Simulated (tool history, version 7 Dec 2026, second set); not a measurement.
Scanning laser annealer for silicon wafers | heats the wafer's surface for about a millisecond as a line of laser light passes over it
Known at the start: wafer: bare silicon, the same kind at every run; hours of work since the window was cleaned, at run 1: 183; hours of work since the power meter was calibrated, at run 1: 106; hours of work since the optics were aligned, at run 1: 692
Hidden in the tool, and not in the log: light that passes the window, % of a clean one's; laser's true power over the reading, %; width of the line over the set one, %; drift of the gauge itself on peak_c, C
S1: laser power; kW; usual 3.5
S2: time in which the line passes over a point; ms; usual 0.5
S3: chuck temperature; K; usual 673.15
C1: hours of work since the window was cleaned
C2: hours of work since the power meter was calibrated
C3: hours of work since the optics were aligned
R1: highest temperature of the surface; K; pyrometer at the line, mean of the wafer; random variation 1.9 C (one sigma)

Run 1, day 0: usual settings; C1 183; C2 106; C3 692. Result: R1 1452.15 K.
Run 2, day 2.162: usual settings but S2 0.616 ms; C1 223; C2 146; C3 732. Result: R1 1530.15 K.
Run 3, day 4.304: usual settings but S2 0.616 ms; C1 263; C2 186; C3 772. Result: R1 1528.15 K.
Run 4, day 6.946: usual settings but S2 0.502 ms; C1 312; C2 235; C3 821. Result: R1 1443.15 K.
At day 8.012: window over the wafer cleaned.
Run 5, day 9.875: usual settings but S2 0.502 ms; C1 35; C2 288; C3 874. Result: R1 1466.15 K.
Run 6, day 12.221: usual settings but S2 0.502 ms; C1 78; C2 332; C3 918. Result: R1 1464.15 K.
Run 7, day 14.054: usual settings but S2 0.502 ms; C1 113; C2 366; C3 952. Result: R1 1460.15 K.
Run 8, day 15.438: usual settings but S2 0.502 ms, S3 663.15 K; C1 138; C2 392; C3 978. Result: R1 1446.15 K.
Run 9, day 16.742: usual settings but S2 0.502 ms, S3 663.15 K; C1 163; C2 416; C3 1002. Result: R1 1445.15 K.
Run 10, day 18.929: usual settings but S2 0.502 ms, S3 663.15 K; C1 203; C2 457; C3 1043. Result: R1 1442.15 K.
Run 11, day 21.392: usual settings; C1 249; C2 503; C3 1089. Result: R1 1445.15 K.
Run 12, day 24.121: usual settings but S1 3.595 kW; C1 300; C2 554; C3 1140. Result: R1 1466.15 K.
Run 13, day 25.329: usual settings but S1 3.595 kW; C1 323; C2 576; C3 1162. Result: R1 1463.15 K.
At day 25.833: window over the wafer cleaned.
Run 14, day 28.212: usual settings but S1 3.595 kW; C1 44; C2 628; C3 1214. Result: R1 1492.15 K.
Run 15, day 30.838: usual settings but S1 3.595 kW; C1 93; C2 677; C3 1263. Result: R1 1489.15 K.
Run 16, day 32.933: usual settings but S1 3.595 kW; C1 132; C2 716; C3 1302. Result: R1 1485.15 K.
At day 33.371: optics aligned, line set to its width.
Run 17, day 34.696: usual settings but S1 3.595 kW; C1 161; C2 745; C3 25. Result: R1 1478.15 K.
Run 18, day 36.15: usual settings but S3 663.15 K; C1 188; C2 772; C3 52. Result: R1 1437.15 K.
Run 19, day 38.442: usual settings but S2 0.593 ms; C1 231; C2 815; C3 94. Result: R1 1506.15 K.
Run 20, day 40.088: usual settings but S2 0.617 ms; C1 262; C2 846; C3 125. Result: R1 1521.15 K.
Run 21, day 42.308: usual settings but S2 0.596 ms, S3 655.15 K; C1 303; C2 887; C3 166. Result: R1 1482.15 K.
At day 42.929: optics aligned, line set to its width, once more.
At day 44.058: window over the wafer cleaned.
Run 22, day 44.392: usual settings but S2 0.596 ms, S3 655.15 K; C1 6; C2 920; C3 26. Result: R1 1524.15 K.
Run 23, day 47.042: usual settings but S1 3.158 kW, S2 0.601 ms, S3 665.15 K; C1 56; C2 970; C3 75. Result: R1 1426.15 K.
Run 24, day 49.712: usual settings but S1 3.382 kW, S2 0.476 ms, S3 647.15 K; C1 105; C2 1019; C3 125. Result: R1 1383.15 K.
Run 25, day 52.642: usual settings but S1 3.798 kW, S2 0.524 ms, S3 681.15 K; C1 160; C2 1074; C3 179. Result: R1 1572.15 K.
Run 26, day 55.396: usual settings but S1 3.798 kW, S2 0.524 ms, S3 681.15 K; C1 211; C2 1125; C3 231. Result: R1 1568.15 K.
Run 27, day 58.342: usual settings but S1 3.491 kW, S2 0.381 ms; C1 266; C2 1180; C3 285. Result: R1 1354.15 K.
Run 28, day 60.525: usual settings but S1 3.156 kW, S2 0.441 ms, S3 707.15 K; C1 307; C2 1221; C3 326. Result: R1 1344.15 K.
At day 61.917: window over the wafer cleaned.
Run 29, day 62.133: usual settings but S1 3.656 kW, S3 652.15 K; C1 4; C2 1249; C3 355. Result: R1 1500.15 K.

The next listed run, before its measurement:
Run 30, day 63.446: usual settings but S1 3.189 kW, S2 0.412 ms, S3 660.15 K; C1 28; C2 1273; C3 379. Result: R1 ?.

R1: 1305.15 K
Without the tool's hidden state the same run would have given R1 1308.15 K.
